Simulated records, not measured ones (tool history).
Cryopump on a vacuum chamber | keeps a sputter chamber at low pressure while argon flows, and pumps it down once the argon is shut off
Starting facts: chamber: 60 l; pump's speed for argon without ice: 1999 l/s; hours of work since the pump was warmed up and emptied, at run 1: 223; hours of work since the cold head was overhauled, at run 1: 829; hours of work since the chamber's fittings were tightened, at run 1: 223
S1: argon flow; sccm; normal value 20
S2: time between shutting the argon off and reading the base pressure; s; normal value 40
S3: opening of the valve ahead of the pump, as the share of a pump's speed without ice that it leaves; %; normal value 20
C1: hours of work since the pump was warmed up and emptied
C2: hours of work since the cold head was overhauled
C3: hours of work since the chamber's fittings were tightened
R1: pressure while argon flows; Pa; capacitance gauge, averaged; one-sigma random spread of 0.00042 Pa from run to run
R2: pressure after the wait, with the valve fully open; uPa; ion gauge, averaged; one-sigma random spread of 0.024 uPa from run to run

run     day  S1   S2  S3   C1    C2   C3      R1    R2
  1       0  20   40  20  223   829  223  0.0845  1.16
  2   1.079  20   40  20  242   848  242  0.0854  1.19
  3   1.671  20   84  20  252   858  252  0.0855  0.84
  4   2.896  20   84  20  274   879  274  0.0856  0.84
  5   4.279  20   84  20  298   903  298  0.0852  0.88
  6   5.571  20   84  20  320   926  320  0.0864  0.95
  7   6.533  11   40  20  337   943  337  0.0476  1.27
  8   7.929  11   40  20  361   967  361  0.0477  1.35
  9   8.858  11   40  20  377   983  377   0.047  1.31
 10     9.9  11   40  49  395  1001  395  0.0199  1.39
 11  11.021  11   40  49  415  1020  415  0.0202  1.38
 12  11.729  11   40  49  427  1033  427  0.0195  1.41
 13  13.004  20  213  20  449  1055  449  0.0871  0.79
 14  13.658  20  213  20  461  1066  461  0.0869  0.84
 15  14.912  20   40  20  482  1088  482  0.0874  1.49
 16  15.721  20   40  20  496  1102  496  0.0863  1.44
 17   16.85  20   40  17  516  1122  516   0.102  1.51
 18  17.938  20   40  17  535  1141  535  0.1014  1.48
 19  18.771  20   40  17  549  1155  549  0.1021  1.48
 20  20.162  20   40  17  574  1179  574   0.102  1.56
 21  21.083  20   40  17  590  1195  590  0.1016  1.56
     21.896  -- pump warmed up, emptied and cooled again
 22  22.317  32  100  52    7  1213  607  0.0526  1.05
 23  22.958  27   24  24   18  1224  618  0.0959     2
 24  24.317  14   40  20   42  1248  642    0.06  1.62
 25  25.683  14   40  20   66  1272  666  0.0594  1.62
 26  26.538  10   86  41   81  1286  681  0.0207  1.21
 27  27.467  23   77  26   97  1302  697  0.0757  1.22
 28  28.821  23   95  28  120  1326  720  0.0712  1.22
 29  30.054  23   95  28  142  1347  742  0.0699  1.22
 30  31.079   8  133  46  160  1365  760  0.0149  1.19
 31  32.254  12   40  59  180  1386  780   0.018   1.8
 32   33.35  12   40  59  199  1405  799   0.018  1.71
 33  34.688  12  251  20  222  1428  822   0.052  1.13

5 options for the next run, each taken on its own from the tool as it stands now. Forecast them:
  A  35.946  20  40  16  244  1450  844   ?   ?
  B  35.946  39  40  27  244  1450  844   ?   ?
  C  35.946  36  40  29  244  1450  844   ?   ?
  D  35.946  14  40  20  244  1450  844   ?   ?
  E  35.946  12  64  36  244  1450  844   ?   ?

run      R1    R2
  A  0.1068  1.78
  B  0.1253   1.8
  C  0.1072  1.78
  D  0.0598  1.77
  E  0.0286  1.47
Without the tool's unlogged condition, the same runs would have read:
run      R1    R2
  A  0.1055  0.89
  B  0.1228  0.91
  C  0.1049  0.89
  D   0.059  0.89
  E  0.0278  0.59

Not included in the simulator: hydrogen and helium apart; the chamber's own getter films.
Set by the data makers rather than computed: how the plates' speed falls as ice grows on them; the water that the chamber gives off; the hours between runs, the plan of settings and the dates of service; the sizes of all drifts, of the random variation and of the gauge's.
